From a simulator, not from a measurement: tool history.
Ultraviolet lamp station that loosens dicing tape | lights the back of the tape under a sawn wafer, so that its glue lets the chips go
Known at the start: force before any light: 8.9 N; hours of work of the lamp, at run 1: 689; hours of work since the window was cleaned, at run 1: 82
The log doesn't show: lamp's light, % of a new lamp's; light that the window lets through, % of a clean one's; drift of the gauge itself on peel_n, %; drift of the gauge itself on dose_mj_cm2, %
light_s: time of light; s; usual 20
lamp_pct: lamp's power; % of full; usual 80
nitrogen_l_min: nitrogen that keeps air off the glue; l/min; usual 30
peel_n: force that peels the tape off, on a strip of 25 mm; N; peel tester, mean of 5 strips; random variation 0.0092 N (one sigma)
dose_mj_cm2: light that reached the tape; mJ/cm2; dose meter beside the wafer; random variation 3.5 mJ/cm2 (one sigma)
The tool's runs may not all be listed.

run,day,light_s,lamp_pct,nitrogen_l_min,hours of work of the lamp,hours of work since the window was cleaned,peel_n,dose_mj_cm2
1,0,20,80,30,689,82,0.382,561
2,1.188,20,80,30,702,94,0.389,564
3,2.996,20,80,30,721,114,0.392,561
4,4.938,20,80,30,742,134,0.412,563
5,6.371,20,80,30,757,149,0.373,563
6,8.496,20,72,30,780,172,0.496,509
7,9.575,20,80,16,791,183,0.565,566
8,11.425,20,80,30,811,203,0.388,564
# day 12.454: window cleaned of glue's vapour
9,13.846,20,93,9,836,15,0.544,657
10,15.258,23,81,49,851,30,0.211,658
11,17.667,23,81,49,877,55,0.206,658
12,19.467,23,81,49,896,75,0.212,656
13,21.679,23,81,49,919,98,0.218,660
14,22.671,23,81,49,930,109,0.224,656
15,24.817,34,83,10,953,131,0.177,990
16,26.329,18,76,10,969,147,1.021,483

5 ways to go on from here, each from the tool as it stands after run 16. What would each give?
A,27.554,18,76,44,982,160,?,?
B,27.554,32,64,54,982,160,?,?
C,27.554,20,93,26,982,160,?,?
D,27.554,18,76,58,982,160,?,?
E,27.554,13,98,11,982,160,?,?

run,peel_n,dose_mj_cm2
A,0.467,483
B,0.164,725
C,0.282,661
D,0.468,482
E,1.127,445
Without the tool's hidden state the same runs would have given:
run,peel_n,dose_mj_cm2
A,0.464,484
B,0.163,727
C,0.28,663
D,0.466,483
E,1.122,446

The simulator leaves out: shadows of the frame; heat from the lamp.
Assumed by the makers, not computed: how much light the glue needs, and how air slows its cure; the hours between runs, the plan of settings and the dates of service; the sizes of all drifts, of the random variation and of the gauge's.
